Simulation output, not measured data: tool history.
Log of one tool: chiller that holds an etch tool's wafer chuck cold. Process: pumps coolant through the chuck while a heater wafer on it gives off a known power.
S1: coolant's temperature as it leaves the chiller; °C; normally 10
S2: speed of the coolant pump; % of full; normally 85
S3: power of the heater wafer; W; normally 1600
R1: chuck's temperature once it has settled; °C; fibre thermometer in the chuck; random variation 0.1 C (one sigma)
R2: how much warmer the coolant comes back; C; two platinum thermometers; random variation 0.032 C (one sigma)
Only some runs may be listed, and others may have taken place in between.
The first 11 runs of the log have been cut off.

run   hour  S1  S2    S3    R1    R2
 12  280.2  10  68  1600  28.6  4.49
 13  311.5  12  85  1600  27.0  3.61
 14  342.9  12  85  1600  26.9  3.60
 15  363.7  10  85  1959  28.7  4.53
     381.3  -- chiller's thermometer calibrated, once more
 16  387.9  10  85  1600  25.7  3.62
 17  406.6  10  85  1101  20.9  2.51
 18  423.1  16  72  1260  30.3  3.37
 19  448.4  10  61  1602  31.1  5.13
 20  483.1   6  66  1602  25.6  4.70
 21  502.5   6  87   956  15.0  2.13
 22  536.2  10  89  1264  22.0  2.76
 23  558.8  15  76  2290  39.9  5.87
 24  575.6  15  76  2290  39.9  5.91
 25  605.9  19  96  1738  34.2  3.47
 26  623.9   5  96   829  12.3  1.69
 27  656.0  10  80  1318  23.8  3.29
 28  678.4  13  63  1662  34.4  5.15
 29  710.6  13  63  1662  34.5  5.13
 30  731.2  13  84  1405  27.1  3.25
 31  766.1  13  84  1405  26.9  3.27

Estimate the outcome of run 32 from the log above:
 32  798.0   9  85  844   ?   ?

{"run 32": {"R1": 17.5, "R2": 1.96}}
With no hidden state in the tool, this same run would have given R1 16.2 °C, R2 1.90 C.

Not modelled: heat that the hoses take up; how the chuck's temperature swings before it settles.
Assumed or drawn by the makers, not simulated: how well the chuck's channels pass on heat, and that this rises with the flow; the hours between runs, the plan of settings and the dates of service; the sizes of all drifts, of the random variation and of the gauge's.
